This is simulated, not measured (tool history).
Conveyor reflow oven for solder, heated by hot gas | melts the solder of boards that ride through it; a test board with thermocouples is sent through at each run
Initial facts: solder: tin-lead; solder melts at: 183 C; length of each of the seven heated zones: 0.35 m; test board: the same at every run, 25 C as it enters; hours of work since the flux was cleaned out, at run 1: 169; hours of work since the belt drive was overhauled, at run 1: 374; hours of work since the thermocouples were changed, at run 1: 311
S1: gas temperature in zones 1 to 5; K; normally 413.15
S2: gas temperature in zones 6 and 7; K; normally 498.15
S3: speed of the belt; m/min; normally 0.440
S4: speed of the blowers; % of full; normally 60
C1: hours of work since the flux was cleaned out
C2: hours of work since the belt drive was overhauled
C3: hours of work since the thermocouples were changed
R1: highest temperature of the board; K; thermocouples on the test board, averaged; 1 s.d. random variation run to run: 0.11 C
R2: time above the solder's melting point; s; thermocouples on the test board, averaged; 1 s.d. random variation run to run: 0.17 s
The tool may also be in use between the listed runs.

Run 1, hour 0.0: usual settings; C1 169; C2 374; C3 311. Result: R1 479.85 K, R2 60.1 s.
Run 2, hour 33.6: usual settings; C1 189; C2 395; C3 331. Result: R1 479.55 K, R2 59.4 s.
Run 3, hour 62.4: usual settings; C1 207; C2 412; C3 349. Result: R1 479.45 K, R2 59.2 s.
Run 4, hour 76.1: usual settings but S3 0.402 m/min; C1 215; C2 421; C3 357. Result: R1 482.15 K, R2 70.1 s.
Run 5, hour 95.6: usual settings but S3 0.402 m/min; C1 227; C2 432; C3 369. Result: R1 482.15 K, R2 70.5 s.
Run 6, hour 117.3: usual settings but S1 416.15 K; C1 240; C2 446; C3 382. Result: R1 479.85 K, R2 61.1 s.
At hour 123.8: flux residue cleaned out of gas plates and filters.
Run 7, hour 147.3: usual settings; C1 14; C2 461; C3 397. Result: R1 478.75 K, R2 58.0 s.
Run 8, hour 170.6: usual settings; C1 28; C2 475; C3 412. Result: R1 478.35 K, R2 57.4 s.
Run 9, hour 188.9: usual settings; C1 39; C2 486; C3 423. Result: R1 478.25 K, R2 57.6 s.
Run 10, hour 220.7: usual settings; C1 59; C2 505; C3 442. Result: R1 478.05 K, R2 57.2 s.
Run 11, hour 246.4: usual settings but S2 511.15 K, S3 0.424 m/min; C1 74; C2 521; C3 457. Result: R1 489.95 K, R2 74.5 s.
At hour 256.4: flux residue cleaned out of gas plates and filters, once more.
Run 12, hour 280.8: usual settings but S2 511.15 K, S3 0.424 m/min; C1 15; C2 539; C3 475. Result: R1 492.95 K, R2 78.2 s.
Run 13, hour 302.9: usual settings but S1 400.15 K, S3 0.373 m/min, S4 70 % of full; C1 28; C2 552; C3 489. Result: R1 486.15 K, R2 77.4 s.
Run 14, hour 320.2: usual settings but S3 0.425 m/min, S4 69 % of full; C1 39; C2 563; C3 499. Result: R1 484.35 K, R2 70.2 s.
Run 15, hour 339.3: usual settings but S1 414.15 K, S2 502.15 K, S3 0.430 m/min, S4 81 % of full; C1 50; C2 574; C3 511. Result: R1 490.05 K, R2 76.5 s.
Run 16, hour 363.5: usual settings but S2 488.15 K, S4 58 % of full; C1 65; C2 589; C3 525. Result: R1 471.75 K, R2 47.2 s.
Run 17, hour 395.8: usual settings but S1 398.15 K, S2 488.15 K, S4 58 % of full; C1 85; C2 608; C3 545. Result: R1 468.35 K, R2 34.6 s.

Each row is a separate what-if for the run after 17, all from the same tool condition, not one after another. Results?
Run A, hour 421.6: usual settings but S1 419.15 K, S2 488.15 K, S4 58 % of full; C1 100; C2 624; C3 561. Result: R1 ?, R2 ?.
Run B, hour 421.6: usual settings but S3 0.476 m/min; C1 100; C2 624; C3 561. Result: R1 ?, R2 ?.
Run C, hour 421.6: usual settings but S3 0.390 m/min, S4 57 % of full; C1 100; C2 624; C3 561. Result: R1 ?, R2 ?.
Run D, hour 421.6: usual settings but S1 407.15 K, S2 495.15 K, S4 59 % of full; C1 100; C2 624; C3 561. Result: R1 ?, R2 ?.
Run E, hour 421.6: usual settings but S2 490.15 K, S3 0.443 m/min, S4 77 % of full; C1 100; C2 624; C3 561. Result: R1 ?, R2 ?.

run      R1    R2
  A  472.75  52.1
  B  477.55  52.1
  C  483.05  73.6
  D  476.05  52.3
  E  477.35  59.5
Take away the tool's hidden state, keep each run's random variation, and the runs would have read:
run      R1    R2
  A  473.85  53.4
  B  478.75  53.1
  C  484.05  74.2
  D  477.15  53.6
  E  478.65  60.7

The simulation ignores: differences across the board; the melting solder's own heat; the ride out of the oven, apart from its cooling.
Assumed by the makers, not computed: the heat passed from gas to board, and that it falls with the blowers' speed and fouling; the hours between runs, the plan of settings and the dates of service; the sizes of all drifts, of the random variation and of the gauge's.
